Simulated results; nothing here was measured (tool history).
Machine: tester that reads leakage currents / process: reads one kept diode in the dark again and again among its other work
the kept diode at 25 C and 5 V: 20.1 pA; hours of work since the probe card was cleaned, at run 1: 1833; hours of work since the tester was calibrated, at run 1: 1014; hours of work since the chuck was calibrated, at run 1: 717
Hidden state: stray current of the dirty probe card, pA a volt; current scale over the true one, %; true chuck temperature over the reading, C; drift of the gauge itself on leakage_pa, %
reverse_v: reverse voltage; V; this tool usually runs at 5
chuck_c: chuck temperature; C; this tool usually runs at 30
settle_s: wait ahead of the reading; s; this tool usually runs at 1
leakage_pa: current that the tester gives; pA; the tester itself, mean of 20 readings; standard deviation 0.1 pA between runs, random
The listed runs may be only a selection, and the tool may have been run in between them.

run	hour	reverse_v	chuck_c	settle_s	hours of work since the probe card was cleaned	hours of work since the tester was calibrated	hours of work since the chuck was calibrated	leakage_pa
1	0	5	30	1	1833	1014	717	32.52
# hour 196.9: chuck's temperature calibrated
2	230.2	5	30	1	1941	1123	16	36.63
3	345.8	5	30	4.28	1997	1178	71	35.95
4	497.1	5	30	4.28	2069	1250	143	35.59
5	746.6	5	30	4.28	2188	1369	262	35.31
6	948.4	5	43	1	2284	1466	358	76.65
7	1074.5	19.17	20	0.34	2344	1526	419	61.32
# hour 1094.7: tester calibrated
8	1306.9	19.17	20	0.46	2454	101	529	60.44
9	1478.1	19.17	20	0.46	2536	183	610	60.9
10	1702.5	19.17	20	0.46	2643	290	717	62.44

Measured result minus the same run's result without the hidden state. Both carry the same run-to-run variation, though not necessarily the same gauge scatter:
run	leakage_pa
1	+2.42
2	+6.41
3	+6.26
4	+6
5	+5.72
6	+1.62
7	+29.53
8	+30.56
9	+31.11
10	+32.31

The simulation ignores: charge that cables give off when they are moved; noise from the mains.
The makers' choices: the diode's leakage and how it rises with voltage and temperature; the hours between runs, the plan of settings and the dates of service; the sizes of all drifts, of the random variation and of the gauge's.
